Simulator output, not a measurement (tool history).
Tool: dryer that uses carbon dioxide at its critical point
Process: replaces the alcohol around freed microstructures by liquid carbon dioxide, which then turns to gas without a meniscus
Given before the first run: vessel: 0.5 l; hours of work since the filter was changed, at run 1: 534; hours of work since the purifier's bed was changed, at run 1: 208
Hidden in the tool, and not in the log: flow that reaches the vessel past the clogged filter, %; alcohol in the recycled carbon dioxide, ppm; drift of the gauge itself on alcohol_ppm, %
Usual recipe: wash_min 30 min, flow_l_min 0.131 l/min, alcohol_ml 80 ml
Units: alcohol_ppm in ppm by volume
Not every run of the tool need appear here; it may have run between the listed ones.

run    hour  wash_min  flow_l_min  alcohol_ml  hours of work since the filter was changed  hours of work since the purifier's bed was changed  alcohol_ppm
  1       0        30       0.131          80                                         534                                                 208          126
       34.6  -- inlet filter changed
  2    37.3        30       0.131          80                                           1                                                 219           92
  3    80.6        30       0.131          80                                          15                                                 233           82
  4   120.1        30       0.131          80                                          27                                                 246           93
  5   167.9        30       0.131          80                                          43                                                 261           86
  6   187.7        30       0.131          80                                          49                                                 267           90
  7   215.7        30       0.131          80                                          58                                                 276           91
  8   245.6        30        0.11          80                                          68                                                 286          254
  9   280.5        30        0.11          80                                          79                                                 297          254
 10   310.8        30        0.11          80                                          88                                                 307          263
 11   338.8        30        0.11          80                                          97                                                 316          267
 12   368.1        30       0.131          80                                         107                                                 325          102
 13   413.9        30       0.131          80                                         121                                                 340          106
 14     445        30       0.113          80                                         131                                                 350          234
 15   474.7        30       0.113          80                                         141                                                 359          253
 16   501.8        30       0.113          80                                         149                                                 368          239
 17   544.1        30       0.131          80                                         163                                                 381          102
 18   584.1        30       0.131          80                                         176                                                 394          112
 19   611.9        30       0.145          80                                         185                                                 403           58
 20   642.7        30       0.131          50                                         195                                                 413           87
 21   678.4        30       0.131          50                                         206                                                 424           84
 22   716.5        30       0.131          50                                         218                                                 436           72
 23   737.3        30       0.131          50                                         225                                                 443           81
 24   775.6        30       0.131          97                                         237                                                 455          128
 25   819.9        21       0.133          67                                         251                                                 469          678
 26   844.9        36       0.173          41                                         259                                                 477           29
 27   876.8        36       0.173          41                                         269                                                 488           35
 28   903.4        25       0.215          67                                         278                                                 496           48
 29   936.5        18         0.2          60                                         288                                                 507          174
 30     975        29        0.14          25                                         301                                                 519           62
 31  1004.6        29        0.14          25                                         310                                                 529           63
 32    1049        29        0.14          25                                         324                                                 543           54
 33  1085.1        39       0.221          80                                         336                                                 554           33
 34  1112.6        33       0.094          40                                         345                                                 563          234
 35    1135        27       0.131          80                                         352                                                 570          224
 36  1175.6        26       0.166          93                                         365                                                 583          100
 37  1218.7        30       0.145          48                                         379                                                 597           67
 38  1240.2        30       0.135          98                                         386                                                 604          141
 39  1265.8        30       0.135          98                                         394                                                 612          130
 40  1287.1        42       0.169          87                                         401                                                 619           37
 41  1314.7        42       0.169          87                                         409                                                 628           44
 42  1352.4        24       0.154          26                                         422                                                 640          104
 43  1396.4        18       0.131          80                                         436                                                 654         1917
 44    1428        18       0.131          80                                         446                                                 664         1932
 45  1448.4        18       0.131          80                                         452                                                 670         1928
 46  1494.8        20       0.212          80                                         467                                                 685          121
 47  1514.9        43       0.174          80                                         474                                                 692           49

3 options for the next run, each taken on its own from the tool as it stands now. Forecast them:
  A  1554.7        43       0.105          64                                         486                                                 705            ?
  B  1554.7        30       0.131          87                                         486                                                 705            ?
  C  1554.7        43       0.097          33                                         486                                                 705            ?

run  alcohol_ppm
  A           75
  B          160
  C           80
Without the tool's hidden state the same runs would have given:
run  alcohol_ppm
  A           23
  B           78
  C           26
